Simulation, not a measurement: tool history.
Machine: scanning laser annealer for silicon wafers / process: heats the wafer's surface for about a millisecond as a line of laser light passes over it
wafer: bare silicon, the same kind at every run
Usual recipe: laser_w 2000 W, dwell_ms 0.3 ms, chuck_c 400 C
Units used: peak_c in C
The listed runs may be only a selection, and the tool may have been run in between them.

Run 1, hour 0: usual settings. Result: peak_c 1192 C.
Run 2, hour 38.8: usual settings. Result: peak_c 1190 C.
Run 3, hour 111.1: usual settings. Result: peak_c 1189 C.
Run 4, hour 163.8: usual settings but chuck_c 432 C. Result: peak_c 1214 C.
Run 5, hour 234.9: usual settings but dwell_ms 0.294 ms. Result: peak_c 1174 C.
At hour 264.4: window over the wafer cleaned.
Run 6, hour 300.4: usual settings but dwell_ms 0.294 ms, chuck_c 380 C. Result: peak_c 1175 C.
Run 7, hour 360: usual settings but dwell_ms 0.294 ms, chuck_c 380 C. Result: peak_c 1173 C.
Run 8, hour 423.7: usual settings but dwell_ms 0.294 ms, chuck_c 380 C. Result: peak_c 1168 C.
Run 9, hour 477: usual settings but dwell_ms 0.293 ms. Result: peak_c 1184 C.
Run 10, hour 545.7: usual settings but dwell_ms 0.293 ms. Result: peak_c 1180 C.
Run 11, hour 578.6: usual settings but dwell_ms 0.293 ms. Result: peak_c 1183 C.
Run 12, hour 631: usual settings but dwell_ms 0.293 ms. Result: peak_c 1174 C.
Run 13, hour 708.2: usual settings but chuck_c 378 C. Result: peak_c 1156 C.
Run 14, hour 760.1: usual settings but laser_w 1961 W. Result: peak_c 1160 C.
At hour 768.6: optics aligned, line set to its width.
Run 15, hour 833.7: usual settings but laser_w 1961 W. Result: peak_c 1142 C.
Run 16, hour 906.7: usual settings. Result: peak_c 1160 C.
Run 17, hour 968.6: usual settings. Result: peak_c 1154 C.
Run 18, hour 1021.8: usual settings. Result: peak_c 1153 C.
At hour 1045.9: window over the wafer cleaned.
At hour 1086.4: optics aligned, line set to its width, once more.
Run 19, hour 1100: usual settings. Result: peak_c 1203 C.
Run 20, hour 1136: usual settings. Result: peak_c 1205 C.
Run 21, hour 1187.4: usual settings. Result: peak_c 1201 C.
Run 22, hour 1244.8: usual settings. Result: peak_c 1195 C.
Run 23, hour 1277: usual settings but laser_w 1790 W, chuck_c 412 C. Result: peak_c 1109 C.
Run 24, hour 1313.8: usual settings but laser_w 1790 W, chuck_c 412 C. Result: peak_c 1109 C.
Run 25, hour 1375.8: usual settings but laser_w 1800 W, dwell_ms 0.27 ms, chuck_c 378 C. Result: peak_c 1044 C.
Run 26, hour 1428.1: usual settings but laser_w 1800 W, dwell_ms 0.27 ms, chuck_c 378 C. Result: peak_c 1044 C.
Run 27, hour 1490.9: usual settings but laser_w 1702 W, dwell_ms 0.291 ms, chuck_c 365 C. Result: peak_c 1004 C.
Run 28, hour 1526.8: usual settings but laser_w 1702 W, dwell_ms 0.291 ms, chuck_c 365 C. Result: peak_c 1004 C.
Run 29, hour 1585.8: usual settings but laser_w 1702 W, dwell_ms 0.291 ms, chuck_c 390 C. Result: peak_c 1024 C.
Run 30, hour 1620.8: usual settings but laser_w 1857 W, dwell_ms 0.313 ms, chuck_c 422 C. Result: peak_c 1144 C.
Run 31, hour 1666.1: usual settings but laser_w 2165 W, chuck_c 364 C. Result: peak_c 1212 C.
Run 32, hour 1724: usual settings but laser_w 2085 W. Result: peak_c 1208 C.
Run 33, hour 1794.6: usual settings but laser_w 2193 W, dwell_ms 0.332 ms, chuck_c 386 C. Result: peak_c 1277 C.
At hour 1830.9: window over the wafer cleaned.
Run 34, hour 1861.1: usual settings but laser_w 2181 W, dwell_ms 0.368 ms, chuck_c 360 C. Result: peak_c 1314 C.
Run 35, hour 1903.5: usual settings but laser_w 1888 W, dwell_ms 0.378 ms. Result: peak_c 1216 C.
At hour 1971: laser's power meter calibrated.
Run 36, hour 1978.2: usual settings but laser_w 1858 W, dwell_ms 0.332 ms, chuck_c 376 C. Result: peak_c 1150 C.
Run 37, hour 2031.2: usual settings but laser_w 1707 W, dwell_ms 0.269 ms, chuck_c 390 C. Result: peak_c 1030 C.
At hour 2097: optics aligned, line set to its width.
Run 38, hour 2098.4: usual settings but laser_w 1707 W, dwell_ms 0.269 ms, chuck_c 390 C. Result: peak_c 1041 C.
Run 39, hour 2147.5: usual settings but laser_w 1904 W, chuck_c 434 C. Result: peak_c 1202 C.
Run 40, hour 2194.5: usual settings but laser_w 1904 W, chuck_c 434 C. Result: peak_c 1201 C.
Run 41, hour 2245: usual settings but dwell_ms 0.377 ms, chuck_c 361 C. Result: peak_c 1258 C.

Each row is a separate what-if for the run after 41, all from the same tool condition, not one after another. Results?
Run A, hour 2298.6: usual settings but laser_w 1863 W, dwell_ms 0.236 ms, chuck_c 435 C. Result: peak_c ?.
Run B, hour 2298.6: usual settings but dwell_ms 0.377 ms, chuck_c 376 C. Result: peak_c ?.
Run C, hour 2298.6: usual settings but chuck_c 364 C. Result: peak_c ?.

run  peak_c
  A    1103
  B    1263
  C    1170
Had the tool no hidden state, the same runs would have come out as:
run  peak_c
  A    1123
  B    1290
  C    1194
